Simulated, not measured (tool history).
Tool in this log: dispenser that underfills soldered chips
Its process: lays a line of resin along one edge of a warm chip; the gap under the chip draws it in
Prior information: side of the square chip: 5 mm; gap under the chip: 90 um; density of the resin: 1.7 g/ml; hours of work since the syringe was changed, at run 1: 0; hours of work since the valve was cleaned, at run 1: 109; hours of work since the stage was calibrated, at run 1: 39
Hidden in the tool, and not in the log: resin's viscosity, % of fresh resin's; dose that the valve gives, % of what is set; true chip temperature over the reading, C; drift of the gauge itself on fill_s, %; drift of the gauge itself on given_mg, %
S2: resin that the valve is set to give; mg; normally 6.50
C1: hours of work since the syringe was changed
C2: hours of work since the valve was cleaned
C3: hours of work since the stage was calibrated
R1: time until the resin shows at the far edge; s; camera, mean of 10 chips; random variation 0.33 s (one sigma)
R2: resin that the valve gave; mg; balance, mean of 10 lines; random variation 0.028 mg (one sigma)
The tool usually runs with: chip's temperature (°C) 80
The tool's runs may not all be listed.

Run 1, hour 0.0: usual settings; C1 0; C2 109; C3 39. Result: R1 13.0 s, R2 6.22 mg.
Run 2, hour 5.4: usual settings but S2 6.24 mg; C1 4; C2 112; C3 42. Result: R1 16.9 s, R2 5.97 mg.
Run 3, hour 9.5: usual settings but S2 6.24 mg; C1 6; C2 115; C3 45. Result: R1 19.1 s, R2 6.00 mg.
At hour 13.3: new syringe of resin.
Run 4, hour 13.7: usual settings but S2 6.24 mg; C1 0; C2 117; C3 47. Result: R1 13.9 s, R2 5.97 mg.
At hour 16.5: dispensing valve cleaned and set on the balance.
Run 5, hour 17.9: usual settings but S2 6.24 mg; C1 2; C2 1; C3 49. Result: R1 15.3 s, R2 6.28 mg.
Run 6, hour 21.8: usual settings but S2 6.24 mg; C1 5; C2 3; C3 52. Result: R1 17.8 s, R2 6.25 mg.
At hour 27.8: new syringe of resin.
Run 7, hour 28.2: usual settings; C1 0; C2 7; C3 56. Result: R1 13.5 s, R2 6.48 mg.
Run 8, hour 32.5: usual settings; C1 3; C2 10; C3 59. Result: R1 16.3 s, R2 6.46 mg.
Run 9, hour 38.7: usual settings; C1 7; C2 14; C3 63. Result: R1 21.2 s, R2 6.41 mg.
At hour 41.2: new syringe of resin.
Run 10, hour 42.0: usual settings; C1 0; C2 16; C3 65. Result: R1 14.6 s, R2 6.49 mg.
Run 11, hour 46.3: usual settings; C1 3; C2 19; C3 67. Result: R1 17.2 s, R2 6.45 mg.
Run 12, hour 50.5: usual settings; C1 6; C2 21; C3 70. Result: R1 19.8 s, R2 6.43 mg.
At hour 54.6: new syringe of resin.
Run 13, hour 56.2: usual settings but S2 7.13 mg; C1 1; C2 25; C3 73. Result: R1 14.3 s, R2 7.05 mg.
Run 14, hour 59.1: usual settings but chip's temperature (°C) 66, S2 7.03 mg; C1 3; C2 27; C3 75. Result: R1 27.4 s, R2 6.99 mg.
Run 15, hour 65.2: usual settings but chip's temperature (°C) 66, S2 7.03 mg; C1 7; C2 31; C3 79. Result: R1 35.5 s, R2 6.95 mg.
At hour 68.1: new syringe of resin.
Run 16, hour 70.4: usual settings but chip's temperature (°C) 66, S2 7.03 mg; C1 1; C2 34; C3 82. Result: R1 25.5 s, R2 6.97 mg.
Run 17, hour 76.7: usual settings but chip's temperature (°C) 66, S2 7.03 mg; C1 6; C2 38; C3 86. Result: R1 33.9 s, R2 6.96 mg.
Run 18, hour 80.3: usual settings but chip's temperature (°C) 87, S2 7.55 mg; C1 8; C2 40; C3 89. Result: R1 16.9 s, R2 7.47 mg.
At hour 81.5: new syringe of resin.
Run 19, hour 85.1: usual settings but chip's temperature (°C) 77, S2 7.49 mg; C1 2; C2 43; C3 92. Result: R1 17.6 s, R2 7.35 mg.
Run 20, hour 88.8: usual settings but chip's temperature (°C) 78, S2 6.44 mg; C1 5; C2 45; C3 94. Result: R1 19.7 s, R2 6.35 mg.
Run 21, hour 92.6: usual settings but chip's temperature (°C) 87, S2 6.27 mg; C1 7; C2 48; C3 96. Result: R1 16.4 s, R2 6.13 mg.
At hour 94.9: new syringe of resin.
Run 22, hour 95.8: usual settings but chip's temperature (°C) 86, S2 6.19 mg; C1 1; C2 50; C3 98. Result: R1 11.7 s, R2 6.10 mg.
Run 23, hour 101.5: usual settings but chip's temperature (°C) 86, S2 7.04 mg; C1 4; C2 53; C3 102. Result: R1 14.5 s, R2 6.90 mg.
Run 24, hour 104.4: usual settings but chip's temperature (°C) 92, S2 7.44 mg; C1 6; C2 55; C3 104. Result: R1 12.4 s, R2 7.33 mg.
At hour 108.4: new syringe of resin.
Run 25, hour 108.4: usual settings but chip's temperature (°C) 69, S2 7.44 mg; C1 0; C2 58; C3 106. Result: R1 21.0 s, R2 7.30 mg.

5 options for the next run, each taken on its own from the tool as it stands now. Forecast them:
Run A, hour 114.2: usual settings but chip's temperature (°C) 75, S2 7.75 mg; C1 4; C2 61; C3 110. Result: R1 ?, R2 ?.
Run B, hour 114.2: usual settings but S2 5.92 mg; C1 4; C2 61; C3 110. Result: R1 ?, R2 ?.
Run C, hour 114.2: usual settings but chip's temperature (°C) 81, S2 6.72 mg; C1 4; C2 61; C3 110. Result: R1 ?, R2 ?.
Run D, hour 114.2: usual settings but chip's temperature (°C) 69, S2 6.01 mg; C1 4; C2 61; C3 110. Result: R1 ?, R2 ?.
Run E, hour 114.2: usual settings but chip's temperature (°C) 72, S2 6.21 mg; C1 4; C2 61; C3 110. Result: R1 ?, R2 ?.

run    R1    R2
  A  20.2  7.59
  B  17.6  5.84
  C  17.2  6.61
  D  27.1  5.87
  E  23.9  6.07
Had the tool no hidden state, the same runs would have come out as:
run    R1    R2
  A  15.3  7.76
  B  13.4  5.97
  C  13.1  6.75
  D  20.6  6.00
  E  18.3  6.20
